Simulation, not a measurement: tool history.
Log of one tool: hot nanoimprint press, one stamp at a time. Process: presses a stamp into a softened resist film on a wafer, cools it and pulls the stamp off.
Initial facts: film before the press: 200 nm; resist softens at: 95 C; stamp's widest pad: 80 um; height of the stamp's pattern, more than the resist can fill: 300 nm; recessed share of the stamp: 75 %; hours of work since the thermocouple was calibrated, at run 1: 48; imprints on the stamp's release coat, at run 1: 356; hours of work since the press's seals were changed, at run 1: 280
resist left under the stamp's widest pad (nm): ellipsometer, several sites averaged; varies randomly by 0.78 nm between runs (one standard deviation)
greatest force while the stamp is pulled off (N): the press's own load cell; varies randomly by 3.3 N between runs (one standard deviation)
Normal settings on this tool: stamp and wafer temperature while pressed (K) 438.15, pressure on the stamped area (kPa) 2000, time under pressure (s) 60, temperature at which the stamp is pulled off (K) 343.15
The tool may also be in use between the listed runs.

run    hour  stamp and wafer temperature while pressed (K)  pressure on the stamped area (kPa)  time under pressure (s)  temperature at which the stamp is pulled off (K)  hours of work since the thermocouple was calibrated  imprints on the stamp's release coat  hours of work since the press's seals were changed  resist left under the stamp's widest pad (nm)  greatest force while the stamp is pulled off (N)
  1     0.0                                         438.15                                2000                       60                                            343.15                                                   48                                   356                                                 280                                          105.4                                               172
  2    84.3                                         438.15                                2000                       60                                            343.15                                                   86                                   633                                                 318                                          105.0                                               177
  3   121.4                                         433.15                                2000                       60                                            343.15                                                  102                                   755                                                 334                                          132.8                                               190
  4   188.1                                         433.15                                2000                       60                                            343.15                                                  132                                   974                                                 364                                          133.7                                               198
      248.3  -- stamp cleaned and given a new release coat
  5   252.1                                         433.15                                2000                       60                                            343.15                                                  157                                    13                                                 389                                          134.2                                               161
  6   331.2                                         433.15                                2000                       60                                            343.15                                                  193                                   272                                                 424                                          134.5                                               171
  7   423.1                                         433.15                                2000                       60                                            343.15                                                  233                                   574                                                 465                                          135.9                                               177
  8   468.8                                         433.15                                2000                       60                                            343.15                                                  254                                   724                                                 485                                          135.6                                               186
  9   559.2                                         433.15                                2000                       60                                            343.15                                                  294                                  1020                                                 526                                          137.5                                               197
      604.6  -- stamp cleaned and given a new release coat
 10   604.6                                         433.15                                2000                       60                                            343.15                                                  311                                     0                                                 543                                          136.4                                               160
 11   682.8                                         438.15                                2030                       60                                            343.15                                                  346                                   257                                                 578                                          106.9                                               163
 12   732.7                                         438.15                                2000                       60                                            343.15                                                  368                                   421                                                 600                                          110.5                                               174
 13   784.1                                         438.15                                2000                       47                                            343.15                                                  391                                   589                                                 623                                          120.3                                               177
 14   874.0                                         438.15                                2000                       47                                            343.15                                                  431                                   884                                                 663                                          119.2                                               197
 15   917.0                                         438.15                                2000                       65                                            343.15                                                  450                                  1025                                                 682                                          108.0                                               193
      964.2  -- stamp cleaned and given a new release coat
 16   981.0                                         438.15                                3100                       65                                            335.15                                                  475                                    55                                                 707                                           90.5                                               177
 17  1027.6                                         438.15                                3100                       65                                            335.15                                                  496                                   208                                                 728                                           90.4                                               178
     1052.1  -- plate thermocouple calibrated
 18  1074.0                                         438.15                                3100                       65                                            335.15                                                   10                                   350                                                 747                                           86.1                                               186
 19  1140.3                                         438.15                                3100                       49                                            335.15                                                   39                                   567                                                 777                                           96.1                                               195
 20  1203.7                                         438.15                                3100                       49                                            335.15                                                   67                                   775                                                 805                                           96.6                                               206
 21  1271.5                                         438.15                                3020                       43                                            336.15                                                   97                                   998                                                 835                                          103.0                                               206
     1326.8  -- stamp cleaned and given a new release coat
 22  1326.8                                         439.15                                2170                       33                                            328.15                                                  119                                     0                                                 857                                          120.0                                               190
 23  1386.2                                         439.15                                2170                       34                                            337.15                                                  146                                   194                                                 883                                          119.9                                               177
 24  1453.8                                         438.15                                2000                       64                                            343.15                                                  176                                   416                                                 913                                          106.2                                               168
 25  1530.4                                         438.15                                2760                       60                                            337.15                                                  209                                   667                                                 947                                           94.3                                               190
 26  1584.5                                         438.15                                2000                      115                                            343.15                                                  233                                   845                                                 971                                           87.1                                               190
 27  1652.2                                         438.15                                1500                       57                                            350.15                                                  264                                  1067                                                1001                                          121.7                                               178
     1684.3  -- stamp cleaned and given a new release coat
 28  1695.6                                         431.15                                2000                       39                                            343.15                                                  280                                    37                                                1018                                          161.1                                               156
 29  1766.2                                         446.15                                1970                       39                                            343.15                                                  311                                   268                                                1049                                           86.9                                               170

Predict each of these 4 candidate next runs independently; none follows another, all start after run 29:
  A  1855.8                                         447.15                                3170                       39                                            343.15                                                  351                                   562                                                1089                                              ?                                                 ?
  B  1855.8                                         446.15                                2380                       72                                            342.15                                                  351                                   562                                                1089                                              ?                                                 ?
  C  1855.8                                         438.15                                2000                       60                                            332.15                                                  351                                   562                                                1089                                              ?                                                 ?
  D  1855.8                                         438.15                                2280                       60                                            343.15                                                  351                                   562                                                1089                                              ?                                                 ?

run  resist left under the stamp's widest pad (nm)  greatest force while the stamp is pulled off (N)
  A                                           67.0                                               179
  B                                           62.3                                               178
  C                                          111.0                                               210
  D                                          106.7                                               192
Without the tool's hidden state the same runs would have given:
run  resist left under the stamp's widest pad (nm)  greatest force while the stamp is pulled off (N)
  A                                           60.0                                               156
  B                                           56.6                                               155
  C                                          103.1                                               183
  D                                           98.4                                               167
